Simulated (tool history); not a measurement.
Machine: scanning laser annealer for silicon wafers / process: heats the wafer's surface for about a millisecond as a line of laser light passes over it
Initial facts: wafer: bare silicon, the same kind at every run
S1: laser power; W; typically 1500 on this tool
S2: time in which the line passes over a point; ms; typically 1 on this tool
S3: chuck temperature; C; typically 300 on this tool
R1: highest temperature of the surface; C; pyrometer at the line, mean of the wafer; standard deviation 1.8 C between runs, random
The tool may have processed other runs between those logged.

{"run": 1, "hour": 0.0, "S1": 1500, "S2": 1, "S3": 300, "R1": 1012}
{"run": 2, "hour": 24.7, "S1": 1500, "S2": 1, "S3": 279, "R1": 989}
{"run": 3, "hour": 60.5, "S1": 1500, "S2": 1, "S3": 279, "R1": 985}
{"run": 4, "hour": 76.9, "S1": 1550, "S2": 1, "S3": 300, "R1": 1030}
{"run": 5, "hour": 96.6, "S1": 1550, "S2": 1.18, "S3": 300, "R1": 1103}
{"run": 6, "hour": 129.5, "S1": 1403, "S2": 1, "S3": 281, "R1": 940}
{"run": 7, "hour": 154.8, "S1": 1640, "S2": 1.14, "S3": 288, "R1": 1119}
{"run": 8, "hour": 188.6, "S1": 1500, "S2": 1, "S3": 260, "R1": 963}
{"run": 9, "hour": 221.4, "S1": 1381, "S2": 0.83, "S3": 309, "R1": 890}
{"run": 10, "hour": 257.5, "S1": 1315, "S2": 0.96, "S3": 320, "R1": 922}

4 options for the next run, each taken on its own from the tool as it stands now. Forecast them:
{"run": "A", "hour": 273.3, "S1": 1500, "S2": 0.89, "S3": 300, "R1": "?"}
{"run": "B", "hour": 273.3, "S1": 1426, "S2": 1.02, "S3": 320, "R1": "?"}
{"run": "C", "hour": 273.3, "S1": 1315, "S2": 0.74, "S3": 320, "R1": "?"}
{"run": "D", "hour": 273.3, "S1": 1595, "S2": 1.14, "S3": 320, "R1": "?"}

run=A R1=959
run=B R1=992
run=C R1=835
run=D R1=1120
What these runs would have given with no unlogged condition in the tool:
run=A R1=979
run=B R1=1012
run=C R1=851
run=D R1=1145
